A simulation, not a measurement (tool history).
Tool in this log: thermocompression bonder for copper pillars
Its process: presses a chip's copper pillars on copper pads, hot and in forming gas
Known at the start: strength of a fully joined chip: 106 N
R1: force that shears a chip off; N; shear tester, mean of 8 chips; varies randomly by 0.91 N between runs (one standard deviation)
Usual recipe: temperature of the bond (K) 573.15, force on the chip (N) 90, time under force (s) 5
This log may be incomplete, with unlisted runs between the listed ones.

run 1 hour=0 | temperature_of_the_bond_(K)=573.15 force_on_the_chip_(N)=90 time_under_force_(s)=5 | R1=74.4
run 2 hour=18.1 | temperature_of_the_bond_(K)=573.15 force_on_the_chip_(N)=90 time_under_force_(s)=5 | R1=74.2
run 3 hour=36 | temperature_of_the_bond_(K)=573.15 force_on_the_chip_(N)=90 time_under_force_(s)=5 | R1=76.3
run 4 hour=63 | temperature_of_the_bond_(K)=593.15 force_on_the_chip_(N)=90 time_under_force_(s)=5 | R1=86.4
run 5 hour=80 | temperature_of_the_bond_(K)=593.15 force_on_the_chip_(N)=90 time_under_force_(s)=5 | R1=86.4
run 6 hour=104.1 | temperature_of_the_bond_(K)=573.15 force_on_the_chip_(N)=90 time_under_force_(s)=12 | R1=86.8
run 7 hour=121 | temperature_of_the_bond_(K)=573.15 force_on_the_chip_(N)=90 time_under_force_(s)=12 | R1=87.5
run 8 hour=150.5 | temperature_of_the_bond_(K)=573.15 force_on_the_chip_(N)=90 time_under_force_(s)=8 | R1=80.8
run 9 hour=174.9 | temperature_of_the_bond_(K)=560.15 force_on_the_chip_(N)=90 time_under_force_(s)=5 | R1=65
run 10 hour=191 | temperature_of_the_bond_(K)=569.15 force_on_the_chip_(N)=90 time_under_force_(s)=5 | R1=72
run 11 hour=220.5 | temperature_of_the_bond_(K)=569.15 force_on_the_chip_(N)=90 time_under_force_(s)=5 | R1=70.7
run 12 hour=238.6 | temperature_of_the_bond_(K)=569.15 force_on_the_chip_(N)=90 time_under_force_(s)=5 | R1=70.3
run 13 hour=263 | temperature_of_the_bond_(K)=569.15 force_on_the_chip_(N)=90 time_under_force_(s)=5 | R1=71.3
run 14 hour=294.5 | temperature_of_the_bond_(K)=591.15 force_on_the_chip_(N)=90 time_under_force_(s)=5 | R1=81.2
run 15 hour=326.7 | temperature_of_the_bond_(K)=591.15 force_on_the_chip_(N)=90 time_under_force_(s)=5 | R1=83.2
run 16 hour=362.7 | temperature_of_the_bond_(K)=591.15 force_on_the_chip_(N)=90 time_under_force_(s)=10 | R1=87.7
run 17 hour=393.4 | temperature_of_the_bond_(K)=591.15 force_on_the_chip_(N)=90 time_under_force_(s)=10 | R1=88.8
-- hour=423.3 forming gas filter changed
run 18 hour=428.5 | temperature_of_the_bond_(K)=591.15 force_on_the_chip_(N)=90 time_under_force_(s)=10 | R1=95.4
run 19 hour=452 | temperature_of_the_bond_(K)=591.15 force_on_the_chip_(N)=90 time_under_force_(s)=10 | R1=99
run 20 hour=478.9 | temperature_of_the_bond_(K)=591.15 force_on_the_chip_(N)=90 time_under_force_(s)=10 | R1=97.9
run 21 hour=507.2 | temperature_of_the_bond_(K)=600.15 force_on_the_chip_(N)=73 time_under_force_(s)=7 | R1=92.1
run 22 hour=532.5 | temperature_of_the_bond_(K)=579.15 force_on_the_chip_(N)=83 time_under_force_(s)=8 | R1=88.6
run 23 hour=552.5 | temperature_of_the_bond_(K)=562.15 force_on_the_chip_(N)=93 time_under_force_(s)=5 | R1=72.9
run 24 hour=587.1 | temperature_of_the_bond_(K)=562.15 force_on_the_chip_(N)=93 time_under_force_(s)=5 | R1=72.2
run 25 hour=610.6 | temperature_of_the_bond_(K)=600.15 force_on_the_chip_(N)=56 time_under_force_(s)=3 | R1=71.2
-- hour=614.9 force cell calibrated
run 26 hour=640.7 | temperature_of_the_bond_(K)=600.15 force_on_the_chip_(N)=122 time_under_force_(s)=3 | R1=91.3
run 27 hour=658.1 | temperature_of_the_bond_(K)=600.15 force_on_the_chip_(N)=122 time_under_force_(s)=3 | R1=89.4
-- hour=684.6 force cell calibrated, once more
run 28 hour=684.6 | temperature_of_the_bond_(K)=600.15 force_on_the_chip_(N)=122 time_under_force_(s)=3 | R1=89.6
run 29 hour=715.7 | temperature_of_the_bond_(K)=581.15 force_on_the_chip_(N)=78 time_under_force_(s)=12 | R1=89.1
run 30 hour=743.8 | temperature_of_the_bond_(K)=581.15 force_on_the_chip_(N)=78 time_under_force_(s)=12 | R1=89.7
run 31 hour=765.5 | temperature_of_the_bond_(K)=578.15 force_on_the_chip_(N)=78 time_under_force_(s)=3 | R1=66
run 32 hour=790.1 | temperature_of_the_bond_(K)=573.15 force_on_the_chip_(N)=90 time_under_force_(s)=3 | R1=65.7
run 33 hour=827.3 | temperature_of_the_bond_(K)=586.15 force_on_the_chip_(N)=90 time_under_force_(s)=9 | R1=88.7
run 34 hour=864.4 | temperature_of_the_bond_(K)=573.15 force_on_the_chip_(N)=133 time_under_force_(s)=3 | R1=76.5
run 35 hour=900.4 | temperature_of_the_bond_(K)=564.15 force_on_the_chip_(N)=90 time_under_force_(s)=4 | R1=65.7
run 36 hour=922.6 | temperature_of_the_bond_(K)=564.15 force_on_the_chip_(N)=59 time_under_force_(s)=3 | R1=46.5
run 37 hour=958.9 | temperature_of_the_bond_(K)=564.15 force_on_the_chip_(N)=59 time_under_force_(s)=3 | R1=47.1
run 38 hour=977 | temperature_of_the_bond_(K)=573.15 force_on_the_chip_(N)=94 time_under_force_(s)=5 | R1=74.8
run 39 hour=1003.6 | temperature_of_the_bond_(K)=573.15 force_on_the_chip_(N)=94 time_under_force_(s)=5 | R1=74.1
run 40 hour=1021.2 | temperature_of_the_bond_(K)=545.15 force_on_the_chip_(N)=74 time_under_force_(s)=3 | R1=42.2

Branching from run 40: 3 alternative next runs. What would each branch give?
run A hour=1046.8 | temperature_of_the_bond_(K)=573.15 force_on_the_chip_(N)=98 time_under_force_(s)=6 | R1=?
run B hour=1046.8 | temperature_of_the_bond_(K)=545.15 force_on_the_chip_(N)=74 time_under_force_(s)=12 | R1=?
run C hour=1046.8 | temperature_of_the_bond_(K)=561.15 force_on_the_chip_(N)=74 time_under_force_(s)=3 | R1=?

run=A R1=78.6
run=B R1=66
run=C R1=51
The same runs, with their run-to-run variation unchanged, on a tool lacking any hidden condition would have given:
run=A R1=83.1
run=B R1=68.8
run=C R1=52.7
